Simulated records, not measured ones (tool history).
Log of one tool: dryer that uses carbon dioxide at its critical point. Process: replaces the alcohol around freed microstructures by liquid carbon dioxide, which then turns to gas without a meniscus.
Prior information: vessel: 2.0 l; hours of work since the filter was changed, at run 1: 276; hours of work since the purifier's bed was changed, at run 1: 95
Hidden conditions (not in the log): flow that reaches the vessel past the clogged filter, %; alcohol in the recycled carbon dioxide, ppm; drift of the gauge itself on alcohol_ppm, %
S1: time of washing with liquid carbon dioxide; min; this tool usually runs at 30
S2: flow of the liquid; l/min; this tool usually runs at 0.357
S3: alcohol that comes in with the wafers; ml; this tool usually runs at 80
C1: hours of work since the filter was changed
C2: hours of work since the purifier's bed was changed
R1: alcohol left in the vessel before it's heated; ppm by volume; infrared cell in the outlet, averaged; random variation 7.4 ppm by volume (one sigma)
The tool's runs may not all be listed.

{"run": 1, "hour": 0.0, "S1": 30, "S2": 0.357, "S3": 80, "C1": 276, "C2": 95, "R1": 665}
{"run": 2, "hour": 20.1, "S1": 21, "S2": 0.357, "S3": 80, "C1": 284, "C2": 103, "R1": 2283}
{"run": 3, "hour": 50.1, "S1": 21, "S2": 0.357, "S3": 80, "C1": 296, "C2": 115, "R1": 2357}
{"hour": 66.5, "done": "inlet filter changed"}
{"run": 4, "hour": 90.1, "S1": 21, "S2": 0.357, "S3": 80, "C1": 10, "C2": 131, "R1": 1500}
{"run": 5, "hour": 130.2, "S1": 21, "S2": 0.357, "S3": 80, "C1": 26, "C2": 148, "R1": 1587}
{"run": 6, "hour": 161.6, "S1": 21, "S2": 0.357, "S3": 80, "C1": 39, "C2": 161, "R1": 1542}
{"run": 7, "hour": 179.5, "S1": 21, "S2": 0.357, "S3": 80, "C1": 46, "C2": 168, "R1": 1631}
{"run": 8, "hour": 205.0, "S1": 21, "S2": 0.357, "S3": 80, "C1": 57, "C2": 178, "R1": 1599}
{"run": 9, "hour": 239.6, "S1": 30, "S2": 0.34, "S3": 80, "C1": 71, "C2": 193, "R1": 563}
{"run": 10, "hour": 258.2, "S1": 30, "S2": 0.34, "S3": 80, "C1": 78, "C2": 200, "R1": 557}
{"run": 11, "hour": 291.9, "S1": 30, "S2": 0.357, "S3": 80, "C1": 92, "C2": 214, "R1": 476}
{"run": 12, "hour": 312.7, "S1": 35, "S2": 0.357, "S3": 80, "C1": 101, "C2": 222, "R1": 250}
{"run": 13, "hour": 335.5, "S1": 35, "S2": 0.357, "S3": 80, "C1": 110, "C2": 232, "R1": 258}
{"run": 14, "hour": 362.0, "S1": 30, "S2": 0.227, "S3": 37, "C1": 121, "C2": 243, "R1": 1169}
{"run": 15, "hour": 380.1, "S1": 30, "S2": 0.227, "S3": 37, "C1": 128, "C2": 250, "R1": 1158}
{"run": 16, "hour": 409.0, "S1": 44, "S2": 0.497, "S3": 70, "C1": 140, "C2": 262, "R1": 53}
{"run": 17, "hour": 429.5, "S1": 44, "S2": 0.497, "S3": 70, "C1": 148, "C2": 270, "R1": 65}
{"run": 18, "hour": 458.5, "S1": 21, "S2": 0.253, "S3": 54, "C1": 160, "C2": 282, "R1": 3128}
{"run": 19, "hour": 496.7, "S1": 30, "S2": 0.357, "S3": 91, "C1": 176, "C2": 298, "R1": 649}
{"run": 20, "hour": 515.8, "S1": 30, "S2": 0.357, "S3": 91, "C1": 184, "C2": 306, "R1": 659}
{"run": 21, "hour": 543.2, "S1": 30, "S2": 0.357, "S3": 91, "C1": 195, "C2": 317, "R1": 676}
{"run": 22, "hour": 562.4, "S1": 26, "S2": 0.457, "S3": 91, "C1": 203, "C2": 325, "R1": 443}
{"run": 23, "hour": 595.5, "S1": 26, "S2": 0.457, "S3": 91, "C1": 216, "C2": 338, "R1": 470}
{"run": 24, "hour": 627.5, "S1": 26, "S2": 0.228, "S3": 80, "C1": 230, "C2": 351, "R1": 3947}
{"run": 25, "hour": 656.1, "S1": 18, "S2": 0.387, "S3": 32, "C1": 241, "C2": 363, "R1": 1098}
{"run": 26, "hour": 672.6, "S1": 18, "S2": 0.387, "S3": 32, "C1": 248, "C2": 370, "R1": 1108}

Forecast each of these 3 alternatives for the next run:
{"run": "A", "hour": 696.1, "S1": 27, "S2": 0.357, "S3": 106, "C1": 258, "C2": 379, "R1": "?"}
{"run": "B", "hour": 696.1, "S1": 30, "S2": 0.238, "S3": 73, "C1": 258, "C2": 379, "R1": "?"}
{"run": "C", "hour": 696.1, "S1": 18, "S2": 0.423, "S3": 32, "C1": 258, "C2": 379, "R1": "?"}

run=A R1=1327
run=B R1=2400
run=C R1=892
What these runs would have given with no unlogged condition in the tool:
run=A R1=760
run=B R1=1603
run=C R1=553
